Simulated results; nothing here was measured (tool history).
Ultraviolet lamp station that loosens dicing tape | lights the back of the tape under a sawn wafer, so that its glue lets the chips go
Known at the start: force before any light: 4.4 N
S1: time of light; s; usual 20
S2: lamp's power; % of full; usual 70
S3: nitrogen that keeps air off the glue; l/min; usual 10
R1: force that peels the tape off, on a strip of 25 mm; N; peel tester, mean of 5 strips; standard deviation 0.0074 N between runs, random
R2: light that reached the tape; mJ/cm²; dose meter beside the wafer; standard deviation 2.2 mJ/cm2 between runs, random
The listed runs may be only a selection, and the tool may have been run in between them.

| run | day | S1 | S2 | S3 | R1 | R2 |
|---|---|---|---|---|---|---|
| 1 | 0 | 20 | 70 | 10 | 0.286 | 184 |
| 2 | 1.858 | 20 | 70 | 10 | 0.284 | 179 |
| 3 | 3.892 | 20 | 70 | 10 | 0.31 | 181 |
| 4 | 5.942 | 20 | 70 | 10 | 0.306 | 173 |
| 5 | 7.4 | 20 | 70 | 10 | 0.326 | 175 |
| 6 | 9.179 | 20 | 70 | 11 | 0.314 | 170 |
| 7 | 10.925 | 20 | 70 | 11 | 0.316 | 173 |
| 8 | 12.888 | 20 | 70 | 10 | 0.347 | 165 |

Forecast run 9:
| 9 | 14.45 | 20 | 79 | 10 | ? | ? |

{"run 9": {"R1": 0.277, "R2": 187}}
Had the tool carried no hidden state, the very same run would have given R1 0.215 N, R2 212 mJ/cm².

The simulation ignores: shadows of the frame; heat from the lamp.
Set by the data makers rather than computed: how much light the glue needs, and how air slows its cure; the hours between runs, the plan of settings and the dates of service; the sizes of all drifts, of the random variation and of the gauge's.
